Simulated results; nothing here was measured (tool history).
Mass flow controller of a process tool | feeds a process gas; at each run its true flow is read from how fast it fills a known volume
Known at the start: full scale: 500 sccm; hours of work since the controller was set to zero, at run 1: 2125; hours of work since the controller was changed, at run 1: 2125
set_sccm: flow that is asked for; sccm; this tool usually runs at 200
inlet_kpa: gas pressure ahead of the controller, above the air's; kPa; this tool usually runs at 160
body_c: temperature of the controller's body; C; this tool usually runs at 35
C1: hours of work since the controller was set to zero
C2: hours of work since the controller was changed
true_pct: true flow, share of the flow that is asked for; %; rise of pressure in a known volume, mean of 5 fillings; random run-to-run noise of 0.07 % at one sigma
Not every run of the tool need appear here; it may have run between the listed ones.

run 1 hour=0 | set_sccm=200 inlet_kpa=160 body_c=35 | C1=2125 C2=2125 | true_pct=97.25
run 2 hour=74.3 | set_sccm=200 inlet_kpa=160 body_c=35 | C1=2183 C2=2183 | true_pct=97.33
run 3 hour=155.8 | set_sccm=200 inlet_kpa=160 body_c=35 | C1=2247 C2=2247 | true_pct=97.52
run 4 hour=208.2 | set_sccm=64 inlet_kpa=160 body_c=35 | C1=2288 C2=2288 | true_pct=96.71
run 5 hour=251.3 | set_sccm=64 inlet_kpa=160 body_c=35 | C1=2321 C2=2321 | true_pct=96.81
run 6 hour=295.8 | set_sccm=59 inlet_kpa=160 body_c=35 | C1=2356 C2=2356 | true_pct=96.75
run 7 hour=341.6 | set_sccm=59 inlet_kpa=160 body_c=35 | C1=2392 C2=2392 | true_pct=96.73
run 8 hour=387.8 | set_sccm=59 inlet_kpa=160 body_c=35 | C1=2428 C2=2428 | true_pct=96.75
run 9 hour=456.4 | set_sccm=59 inlet_kpa=160 body_c=35 | C1=2482 C2=2482 | true_pct=96.8
run 10 hour=515.3 | set_sccm=200 inlet_kpa=160 body_c=35 | C1=2528 C2=2528 | true_pct=97.77
run 11 hour=586.8 | set_sccm=200 inlet_kpa=160 body_c=35 | C1=2584 C2=2584 | true_pct=97.95
run 12 hour=663 | set_sccm=200 inlet_kpa=160 body_c=35 | C1=2643 C2=2643 | true_pct=97.99
run 13 hour=708.4 | set_sccm=200 inlet_kpa=160 body_c=35 | C1=2679 C2=2679 | true_pct=98.11
run 14 hour=800.2 | set_sccm=180 inlet_kpa=160 body_c=35 | C1=2751 C2=2751 | true_pct=98.01
run 15 hour=887.7 | set_sccm=200 inlet_kpa=160 body_c=35 | C1=2819 C2=2819 | true_pct=98.16
run 16 hour=970.9 | set_sccm=200 inlet_kpa=250 body_c=35 | C1=2884 C2=2884 | true_pct=98.79
run 17 hour=1068.1 | set_sccm=200 inlet_kpa=250 body_c=35 | C1=2961 C2=2961 | true_pct=98.87
run 18 hour=1171.1 | set_sccm=200 inlet_kpa=250 body_c=35 | C1=3041 C2=3041 | true_pct=98.87
run 19 hour=1252 | set_sccm=200 inlet_kpa=250 body_c=35 | C1=3104 C2=3104 | true_pct=99.03
run 20 hour=1310.4 | set_sccm=200 inlet_kpa=250 body_c=35 | C1=3150 C2=3150 | true_pct=99.04
run 21 hour=1377.9 | set_sccm=200 inlet_kpa=250 body_c=35 | C1=3203 C2=3203 | true_pct=99.18
run 22 hour=1482.1 | set_sccm=194 inlet_kpa=250 body_c=22 | C1=3285 C2=3285 | true_pct=99.96
run 23 hour=1549.1 | set_sccm=346 inlet_kpa=193 body_c=23 | C1=3337 C2=3337 | true_pct=100.68
-- hour=1624.9 gauge calibrated
run 24 hour=1641 | set_sccm=142 inlet_kpa=214 body_c=35 | C1=3409 C2=3409 | true_pct=97.33
run 25 hour=1715.4 | set_sccm=251 inlet_kpa=180 body_c=35 | C1=3467 C2=3467 | true_pct=97.73
run 26 hour=1786.4 | set_sccm=251 inlet_kpa=180 body_c=35 | C1=3523 C2=3523 | true_pct=97.89
run 27 hour=1830.5 | set_sccm=251 inlet_kpa=180 body_c=35 | C1=3557 C2=3557 | true_pct=97.86
run 28 hour=1928.4 | set_sccm=426 inlet_kpa=190 body_c=33 | C1=3634 C2=3634 | true_pct=99.25
run 29 hour=1978.9 | set_sccm=337 inlet_kpa=158 body_c=31 | C1=3673 C2=3673 | true_pct=98.73
run 30 hour=2033.8 | set_sccm=337 inlet_kpa=158 body_c=31 | C1=3716 C2=3716 | true_pct=98.73
run 31 hour=2128.5 | set_sccm=260 inlet_kpa=164 body_c=35 | C1=3790 C2=3790 | true_pct=98.13
run 32 hour=2213.5 | set_sccm=260 inlet_kpa=164 body_c=35 | C1=3857 C2=3857 | true_pct=98.35
run 33 hour=2277.5 | set_sccm=260 inlet_kpa=164 body_c=35 | C1=3907 C2=3907 | true_pct=98.38
run 34 hour=2337.3 | set_sccm=115 inlet_kpa=159 body_c=23 | C1=3954 C2=3954 | true_pct=98.3
run 35 hour=2408.8 | set_sccm=115 inlet_kpa=159 body_c=23 | C1=4010 C2=4010 | true_pct=98.28
run 36 hour=2465.5 | set_sccm=226 inlet_kpa=158 body_c=24 | C1=4054 C2=4054 | true_pct=99.01
run 37 hour=2564.7 | set_sccm=112 inlet_kpa=182 body_c=27 | C1=4132 C2=4132 | true_pct=98.33
run 38 hour=2653.7 | set_sccm=80 inlet_kpa=214 body_c=27 | C1=4201 C2=4201 | true_pct=98.42
run 39 hour=2746.4 | set_sccm=80 inlet_kpa=214 body_c=27 | C1=4274 C2=4274 | true_pct=98.48
run 40 hour=2808 | set_sccm=200 inlet_kpa=160 body_c=35 | C1=4322 C2=4322 | true_pct=98.41
run 41 hour=2861.3 | set_sccm=175 inlet_kpa=217 body_c=22 | C1=4364 C2=4364 | true_pct=99.54
run 42 hour=2966.5 | set_sccm=175 inlet_kpa=183 body_c=22 | C1=4446 C2=4446 | true_pct=99.41

Predict each of these 4 candidate next runs independently; none follows another, all start after run 42:
run A hour=3019.8 | set_sccm=200 inlet_kpa=193 body_c=30 | C1=4488 C2=4488 | true_pct=?
run B hour=3019.8 | set_sccm=93 inlet_kpa=165 body_c=21 | C1=4488 C2=4488 | true_pct=?
run C hour=3019.8 | set_sccm=205 inlet_kpa=151 body_c=35 | C1=4488 C2=4488 | true_pct=?
run D hour=3019.8 | set_sccm=200 inlet_kpa=228 body_c=35 | C1=4488 C2=4488 | true_pct=?

run=A true_pct=99.06
run=B true_pct=98.97
run=C true_pct=98.69
run=D true_pct=99.09
Without the tool's hidden state the same runs would have given:
run=A true_pct=97.72
run=B true_pct=97.64
run=C true_pct=97.35
run=D true_pct=97.75
